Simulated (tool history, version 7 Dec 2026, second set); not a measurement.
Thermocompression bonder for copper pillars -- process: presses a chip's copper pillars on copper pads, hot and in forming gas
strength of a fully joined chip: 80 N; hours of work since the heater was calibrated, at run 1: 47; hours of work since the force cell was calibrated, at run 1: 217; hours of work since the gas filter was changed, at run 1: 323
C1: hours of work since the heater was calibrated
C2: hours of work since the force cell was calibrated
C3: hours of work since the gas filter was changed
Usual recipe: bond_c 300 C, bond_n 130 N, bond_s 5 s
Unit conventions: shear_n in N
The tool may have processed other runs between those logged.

run 1 hour=0 | bond_c=300 bond_n=130 bond_s=5 | C1=47 C2=217 C3=323 | shear_n=36.8
run 2 hour=10 | bond_c=300 bond_n=130 bond_s=5 | C1=52 C2=221 C3=327 | shear_n=38
run 3 hour=21.3 | bond_c=300 bond_n=130 bond_s=5 | C1=57 C2=227 C3=333 | shear_n=37.9
run 4 hour=27.1 | bond_c=300 bond_n=130 bond_s=5 | C1=60 C2=229 C3=336 | shear_n=37.4
-- hour=28.1 forming gas filter changed
run 5 hour=33.2 | bond_c=282 bond_n=130 bond_s=5 | C1=63 C2=232 C3=2 | shear_n=30.3
run 6 hour=40 | bond_c=282 bond_n=130 bond_s=3 | C1=66 C2=235 C3=6 | shear_n=23.9
run 7 hour=46.3 | bond_c=282 bond_n=130 bond_s=3 | C1=69 C2=238 C3=9 | shear_n=24.9
run 8 hour=55.3 | bond_c=282 bond_n=103 bond_s=3 | C1=73 C2=242 C3=13 | shear_n=18.8
run 9 hour=65.9 | bond_c=300 bond_n=95 bond_s=5 | C1=78 C2=247 C3=18 | shear_n=28.1
run 10 hour=78 | bond_c=300 bond_n=130 bond_s=5 | C1=84 C2=253 C3=24 | shear_n=37.1
run 11 hour=88.9 | bond_c=300 bond_n=130 bond_s=5 | C1=89 C2=258 C3=29 | shear_n=37.4
run 12 hour=94.5 | bond_c=300 bond_n=130 bond_s=5 | C1=92 C2=261 C3=31 | shear_n=36.1
run 13 hour=102.6 | bond_c=305 bond_n=130 bond_s=7 | C1=95 C2=265 C3=35 | shear_n=43.6
run 14 hour=116.2 | bond_c=302 bond_n=98 bond_s=6 | C1=102 C2=271 C3=42 | shear_n=30.7
run 15 hour=123.9 | bond_c=300 bond_n=130 bond_s=8 | C1=106 C2=275 C3=45 | shear_n=43.3
run 16 hour=135.2 | bond_c=300 bond_n=152 bond_s=7 | C1=111 C2=280 C3=51 | shear_n=48
run 17 hour=148.8 | bond_c=300 bond_n=130 bond_s=7 | C1=117 C2=287 C3=57 | shear_n=41.8
run 18 hour=160.2 | bond_c=300 bond_n=130 bond_s=7 | C1=123 C2=292 C3=62 | shear_n=41.7
run 19 hour=174.2 | bond_c=300 bond_n=118 bond_s=5 | C1=129 C2=299 C3=69 | shear_n=34.8
run 20 hour=184.2 | bond_c=300 bond_n=118 bond_s=5 | C1=134 C2=303 C3=74 | shear_n=33.3
run 21 hour=194.3 | bond_c=305 bond_n=145 bond_s=5 | C1=139 C2=308 C3=79 | shear_n=42.6
run 22 hour=202.7 | bond_c=300 bond_n=138 bond_s=5 | C1=143 C2=312 C3=83 | shear_n=38.4
run 23 hour=215.1 | bond_c=300 bond_n=138 bond_s=5 | C1=149 C2=318 C3=88 | shear_n=39.3
run 24 hour=221.1 | bond_c=279 bond_n=138 bond_s=14 | C1=152 C2=321 C3=91 | shear_n=44.4

Alternative continuations, all from the tool just after run 24; predict every row:
run A hour=229.1 | bond_c=330 bond_n=172 bond_s=14 | C1=155 C2=325 C3=95 | shear_n=?
run B hour=229.1 | bond_c=303 bond_n=130 bond_s=5 | C1=155 C2=325 C3=95 | shear_n=?
run C hour=229.1 | bond_c=308 bond_n=138 bond_s=12 | C1=155 C2=325 C3=95 | shear_n=?

run=A shear_n=71.7
run=B shear_n=38.1
run=C shear_n=55.6
Stripped of hidden state, with their random variation kept, the same runs would have yielded:
run=A shear_n=71.7
run=B shear_n=38.1
run=C shear_n=55.6
